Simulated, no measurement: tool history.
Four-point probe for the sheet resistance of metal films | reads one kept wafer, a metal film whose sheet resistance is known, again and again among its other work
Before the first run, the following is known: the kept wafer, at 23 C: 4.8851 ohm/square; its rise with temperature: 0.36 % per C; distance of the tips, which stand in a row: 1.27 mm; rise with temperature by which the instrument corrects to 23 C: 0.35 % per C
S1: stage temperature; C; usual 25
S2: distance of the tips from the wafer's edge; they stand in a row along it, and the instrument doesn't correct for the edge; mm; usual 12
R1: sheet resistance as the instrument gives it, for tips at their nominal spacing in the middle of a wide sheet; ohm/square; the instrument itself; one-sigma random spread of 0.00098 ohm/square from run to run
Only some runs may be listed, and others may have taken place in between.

Run 1, hour 0.0: usual settings. Result: R1 4.854201 ohm/square.
At hour 16.2: new probe head fitted.
Run 2, hour 90.7: usual settings but S1 24 C. Result: R1 4.914511 ohm/square.
Run 3, hour 146.2: usual settings but S1 29 C. Result: R1 4.915828 ohm/square.
Run 4, hour 247.0: usual settings. Result: R1 4.911491 ohm/square.
Run 5, hour 332.9: usual settings. Result: R1 4.910243 ohm/square.
Run 6, hour 425.5: usual settings. Result: R1 4.907307 ohm/square.
Run 7, hour 483.8: usual settings but S1 33 C. Result: R1 4.909318 ohm/square.
Run 8, hour 539.7: usual settings but S2 7 mm. Result: R1 4.959671 ohm/square.
Run 9, hour 614.5: usual settings but S2 7 mm. Result: R1 4.958212 ohm/square.
Run 10, hour 679.6: usual settings but S2 7 mm. Result: R1 4.954804 ohm/square.
Run 11, hour 784.2: usual settings. Result: R1 4.897982 ohm/square.
Run 12, hour 843.0: usual settings. Result: R1 4.894021 ohm/square.
Run 13, hour 907.9: usual settings. Result: R1 4.895099 ohm/square.
Run 14, hour 975.0: usual settings. Result: R1 4.891777 ohm/square.
Run 15, hour 1058.1: usual settings but S1 21 C. Result: R1 4.888372 ohm/square.
Run 16, hour 1156.8: usual settings but S1 21 C. Result: R1 4.885136 ohm/square.
Run 17, hour 1256.3: usual settings but S1 22 C. Result: R1 4.883713 ohm/square.
Run 18, hour 1309.7: usual settings but S1 22 C. Result: R1 4.882150 ohm/square.
Run 19, hour 1380.6: usual settings but S1 22 C. Result: R1 4.879703 ohm/square.
At hour 1420.6: stage's thermometer calibrated.
Run 20, hour 1471.3: usual settings but S1 22 C. Result: R1 4.868992 ohm/square.
Run 21, hour 1518.9: usual settings. Result: R1 4.869329 ohm/square.
Run 22, hour 1573.4: usual settings. Result: R1 4.866799 ohm/square.
At hour 1646.7: stage's thermometer calibrated, once more.
Run 23, hour 1681.6: usual settings. Result: R1 4.891981 ohm/square.
Run 24, hour 1756.5: usual settings but S1 19 C. Result: R1 4.887185 ohm/square.
Run 25, hour 1870.1: usual settings but S2 45 mm. Result: R1 4.861515 ohm/square.
Run 26, hour 1981.4: usual settings but S1 24 C, S2 15 mm. Result: R1 4.875120 ohm/square.
Run 27, hour 2090.8: usual settings but S1 26 C. Result: R1 4.882921 ohm/square.
At hour 2110.7: new probe head fitted.
Run 28, hour 2155.1: usual settings but S1 26 C, S2 20 mm. Result: R1 4.899280 ohm/square.
Run 29, hour 2253.9: usual settings but S1 21 C, S2 41 mm. Result: R1 4.886536 ohm/square.
Run 30, hour 2305.0: usual settings but S2 6 mm. Result: R1 5.000198 ohm/square.
Run 31, hour 2366.9: usual settings but S2 15 mm. Result: R1 4.902676 ohm/square.
Run 32, hour 2463.9: usual settings but S2 22 mm. Result: R1 4.888699 ohm/square.
Run 33, hour 2555.9: usual settings but S2 62 mm. Result: R1 4.877270 ohm/square.
Run 34, hour 2659.1: usual settings but S1 35 C, S2 14 mm. Result: R1 4.901824 ohm/square.
Run 35, hour 2763.6: usual settings but S1 35 C, S2 14 mm. Result: R1 4.899925 ohm/square.
Run 36, hour 2847.9: usual settings but S1 35 C, S2 14 mm. Result: R1 4.895397 ohm/square.

Predict the results of run 37:
Run 37, hour 2909.3: usual settings but S1 24 C. Result: R1 ?.

{"run 37": {"R1": 4.897168}}
On a tool with no hidden condition, and with the same random variation, this run would have come out at R1 4.914279 ohm/square.
